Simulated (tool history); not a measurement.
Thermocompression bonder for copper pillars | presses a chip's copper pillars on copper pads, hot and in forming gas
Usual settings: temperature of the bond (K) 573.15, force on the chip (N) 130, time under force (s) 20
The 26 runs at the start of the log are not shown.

run	hour	temperature of the bond (K)	force on the chip (N)	time under force (s)	hours of work since the heater was calibrated	hours of work since the force cell was calibrated	hours of work since the gas filter was changed	force that shears a chip off (N)
27	161.9	580.15	130	54	518	160	64	127.4
28	168.2	561.15	89	25	520	163	66	67.9
29	175.1	561.15	89	25	523	166	69	67.5
30	181.4	601.15	115	18	526	168	72	112
31	187.4	587.15	144	44	528	171	74	133.7
32	193.3	554.15	172	20	531	173	77	88.2
33	200.2	556.15	130	45	534	176	80	99
34	208.2	557.15	130	41	537	179	83	97.1
35	213.8	545.15	130	21	539	182	85	65.9
# hour 219.5: gauge calibrated
36	221.3	545.15	130	21	543	185	88	64.6
37	225.1	545.15	130	21	544	186	90	65.1
38	233.3	545.15	130	21	547	190	93	64.9
39	242.3	590.15	96	11	551	193	97	76.3
40	250.5	591.15	79	24	555	197	101	89

Predict each of these 4 candidate next runs independently; none follows another, all start after run 40:
A	255.7	562.15	106	24	557	199	103	?
B	255.7	573.15	130	56	557	199	103	?
C	255.7	580.15	79	24	557	199	103	?
D	255.7	548.15	143	20	557	199	103	?

run	force that shears a chip off (N)
A	75.7
B	121.2
C	78.2
D	71.6
With no hidden state in the tool, these same runs would have given:
run	force that shears a chip off (N)
A	75.3
B	120.6
C	77.8
D	71.2
